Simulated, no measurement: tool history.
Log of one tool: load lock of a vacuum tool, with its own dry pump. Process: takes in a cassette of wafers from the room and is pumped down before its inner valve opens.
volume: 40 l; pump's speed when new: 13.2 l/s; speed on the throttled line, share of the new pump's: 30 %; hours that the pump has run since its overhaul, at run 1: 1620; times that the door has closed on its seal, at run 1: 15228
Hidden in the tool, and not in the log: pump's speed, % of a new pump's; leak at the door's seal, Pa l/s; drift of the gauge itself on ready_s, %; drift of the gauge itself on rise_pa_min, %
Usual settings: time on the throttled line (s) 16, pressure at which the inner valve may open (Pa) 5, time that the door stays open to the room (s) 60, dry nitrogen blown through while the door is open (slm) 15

| run | hour | time on the throttled line (s) | pressure at which the inner valve may open (Pa) | time that the door stays open to the room (s) | dry nitrogen blown through while the door is open (slm) | hours that the pump has run since its overhaul | times that the door has closed on its seal | incoming humidity of the room's air, % | time from the closed door until the inner valve may open (s) | rise of the pressure with all valves shut (Pa/min) |
|---|---|---|---|---|---|---|---|---|---|---|
| 1 | 0.0 | 16 | 5 | 60 | 15 | 1620 | 15228 | 44.0 | 42.0 | 0.109 |
| 2 | 213.5 | 16 | 5 | 60 | 15 | 1833 | 15929 | 41.3 | 42.4 | 0.113 |
| 3 | 336.2 | 16 | 5 | 60 | 15 | 1956 | 16332 | 43.7 | 42.8 | 0.125 |
| 4 | 551.5 | 16 | 5 | 31 | 15 | 2171 | 17038 | 47.5 | 43.9 | 0.123 |
| 5 | 649.9 | 16 | 5 | 60 | 12 | 2270 | 17361 | 44.3 | 41.9 | 0.124 |
| 6 | 867.7 | 16 | 5 | 60 | 12 | 2488 | 18075 | 44.5 | 42.5 | 0.138 |
| 7 | 999.0 | 16 | 5 | 60 | 22 | 2619 | 18506 | 43.4 | 42.4 | 0.138 |
| 8 | 1186.2 | 30 | 5 | 60 | 15 | 2806 | 19120 | 44.2 | 52.4 | 0.147 |
| 9 | 1340.4 | 16 | 5 | 60 | 7 | 2960 | 19626 | 45.8 | 43.0 | 0.160 |
| 10 | 1546.5 | 16 | 5 | 60 | 12 | 3166 | 20303 | 43.6 | 41.8 | 0.159 |
| 11 | 1755.1 | 16 | 5 | 60 | 12 | 3375 | 20987 | 49.2 | 42.4 | 0.171 |
| 12 | 1910.5 | 16 | 5 | 60 | 12 | 3530 | 21497 | 41.4 | 42.3 | 0.172 |
| 13 | 2065.0 | 16 | 5 | 60 | 12 | 3685 | 22004 | 43.8 | 42.1 | 0.178 |
| 14 | 2189.9 | 16 | 5 | 60 | 12 | 3810 | 22414 | 45.3 | 43.3 | 0.184 |
| 15 | 2407.8 | 16 | 9 | 60 | 15 | 4028 | 23128 | 45.7 | 41.3 | 0.201 |
| 16 | 2502.9 | 16 | 9 | 60 | 15 | 4123 | 23441 | 45.7 | 40.7 | 0.197 |
| 17 | 2653.5 | 16 | 9 | 60 | 15 | 4273 | 23935 | 42.3 | 40.6 | 0.201 |
| 18 | 2802.9 | 16 | 5 | 60 | 15 | 4423 | 24425 | 44.7 | 43.0 | 0.212 |
| 19 | 2917.0 | 16 | 5 | 131 | 15 | 4537 | 24799 | 41.6 | 43.4 | 0.221 |
| 20 | 3027.9 | 16 | 5 | 131 | 15 | 4648 | 25163 | 46.0 | 43.2 | 0.226 |
| 21 | 3128.1 | 14 | 6 | 131 | 21 | 4748 | 25492 | 44.3 | 40.1 | 0.218 |
| 22 | 3232.3 | 14 | 6 | 39 | 10 | 4852 | 25834 | 46.0 | 41.4 | 0.224 |
| 23 | 3323.7 | 11 | 4 | 114 | 8 | 4944 | 26134 | 47.5 | 40.8 | 0.239 |
| 24 | 3414.8 | 19 | 5 | 40 | 11 | 5035 | 26432 | 42.6 | 46.0 | 0.233 |
| 25 | 3507.2 | 24 | 5 | 91 | 4 | 5127 | 26736 | 46.1 | 48.3 | 0.252 |
| 26 | 3695.6 | 16 | 4 | 70 | 15 | 5315 | 27354 | 43.5 | 44.4 | 0.244 |
| 27 | 3835.7 | 11 | 9 | 70 | 15 | 5456 | 27814 | 47.5 | 37.6 | 0.257 |
| 28 | 3971.4 | 11 | 9 | 70 | 15 | 5591 | 28259 | 45.5 | 37.9 | 0.259 |
| 29 | 4117.6 | 11 | 9 | 70 | 15 | 5737 | 28738 | 46.3 | 38.0 | 0.267 |
| 30 | 4321.2 | 16 | 5 | 53 | 5 | 5941 | 29407 | 44.6 | 44.0 | 0.276 |
| 31 | 4446.4 | 16 | 5 | 116 | 15 | 6066 | 29817 | 46.7 | 42.8 | 0.289 |
| 32 | 4650.2 | 16 | 5 | 116 | 15 | 6270 | 30486 | 45.5 | 43.7 | 0.296 |
| 33 | 4794.4 | 16 | 5 | 60 | 15 | 6414 | 30959 | 45.1 | 43.5 | 0.295 |
|  | 4828.3 | door's seal changed, seat wiped |
| 34 | 5010.1 | 16 | 5 | 60 | 13 | 6628 | 596 | 44.5 | 43.9 | 0.018 |
| 35 | 5213.4 | 26 | 5 | 230 | 28 | 6832 | 1263 | 44.0 | 49.9 | 0.035 |
| 36 | 5390.8 | 26 | 5 | 230 | 28 | 7009 | 1845 | 45.4 | 50.7 | 0.037 |
| 37 | 5599.0 | 26 | 5 | 230 | 28 | 7217 | 2528 | 45.2 | 49.6 | 0.041 |

Forecast each of these 4 alternatives for the next run:
| A | 5743.2 | 16 | 5 | 60 | 15 | 7362 | 3001 | 44.5 | ? | ? |
| B | 5743.2 | 18 | 5 | 60 | 6 | 7362 | 3001 | 46.8 | ? | ? |
| C | 5743.2 | 26 | 5 | 209 | 17 | 7362 | 3001 | 46.1 | ? | ? |
| D | 5743.2 | 23 | 5 | 60 | 15 | 7362 | 3001 | 41.3 | ? | ? |

| run | time from the closed door until the inner valve may open (s) | rise of the pressure with all valves shut (Pa/min) |
|---|---|---|
| A | 43.3 | 0.030 |
| B | 45.5 | 0.043 |
| C | 50.6 | 0.045 |
| D | 47.8 | 0.031 |
Without the tool's hidden state the same runs would have given:
| run | time from the closed door until the inner valve may open (s) | rise of the pressure with all valves shut (Pa/min) |
|---|---|---|
| A | 41.3 | 0.018 |
| B | 43.4 | 0.031 |
| C | 48.8 | 0.034 |
| D | 45.9 | 0.019 |
